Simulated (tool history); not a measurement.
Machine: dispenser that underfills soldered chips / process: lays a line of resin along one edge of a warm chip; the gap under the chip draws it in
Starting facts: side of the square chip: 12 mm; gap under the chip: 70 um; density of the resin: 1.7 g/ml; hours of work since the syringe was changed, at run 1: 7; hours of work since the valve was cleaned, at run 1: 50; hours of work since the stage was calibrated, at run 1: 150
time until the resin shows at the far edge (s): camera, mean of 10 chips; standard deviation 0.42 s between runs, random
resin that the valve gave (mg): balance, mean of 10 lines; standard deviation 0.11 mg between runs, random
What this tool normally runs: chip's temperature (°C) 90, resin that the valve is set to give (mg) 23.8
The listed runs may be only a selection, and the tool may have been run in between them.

run,hour,chip's temperature (°C),resin that the valve is set to give (mg),hours of work since the syringe was changed,hours of work since the valve was cleaned,hours of work since the stage was calibrated,time until the resin shows at the far edge (s),resin that the valve gave (mg)
1,0,90,23.8,7,50,150,53,23.49
# hour 5: new syringe of resin
2,12.3,90,23.8,4,57,157,43.3,23.12
3,19.6,90,30.1,9,61,161,57.8,29.75
# hour 22.1: new syringe of resin
4,31.6,90,24.2,6,68,168,46.7,23.65
# hour 39.5: new syringe of resin
5,42.8,90,23.8,2,75,175,36.9,23.2
6,49.3,90,23.1,6,79,179,49.5,22.33
# hour 57.4: new syringe of resin
7,59,90,26.2,1,85,185,32.4,25.33
8,66.9,90,25.5,6,89,189,46.1,24.4
9,73.3,90,25.5,10,93,193,61,24.68
# hour 74.5: new syringe of resin
10,83.3,90,23.8,5,99,199,47.3,23.17
11,89.2,90,23.8,9,103,203,61.8,22.86
# hour 91.6: new syringe of resin
12,100.7,101,23.8,5,109,209,34.8,22.8
# hour 109.1: new syringe of resin
13,110.1,96,23.8,1,115,215,28.1,22.79
# hour 115.9: dispensing valve cleaned and set on the balance
14,119.5,90,23.8,6,2,220,47.6,23.99
# hour 127.2: new syringe of resin
15,128.6,90,23.8,1,7,225,33.3,23.85
16,140.2,90,23.8,8,14,232,56,23.69
# hour 144.8: new syringe of resin
17,147.6,90,23.8,2,19,237,35.7,23.79
18,154.2,90,23.8,6,23,240,47.3,23.61

The next listed run, before its measurement:
# hour 161.7: new syringe of resin
19,164.1,90,23.8,1,29,246,?,?

{"run 19": {"time until the resin shows at the far edge (s)": 34.7, "resin that the valve gave (mg)": 23.77}}
With the hidden condition absent and the run-to-run variation left alone, this run would have shown time until the resin shows at the far edge (s) 29.3, resin that the valve gave (mg) 23.96.
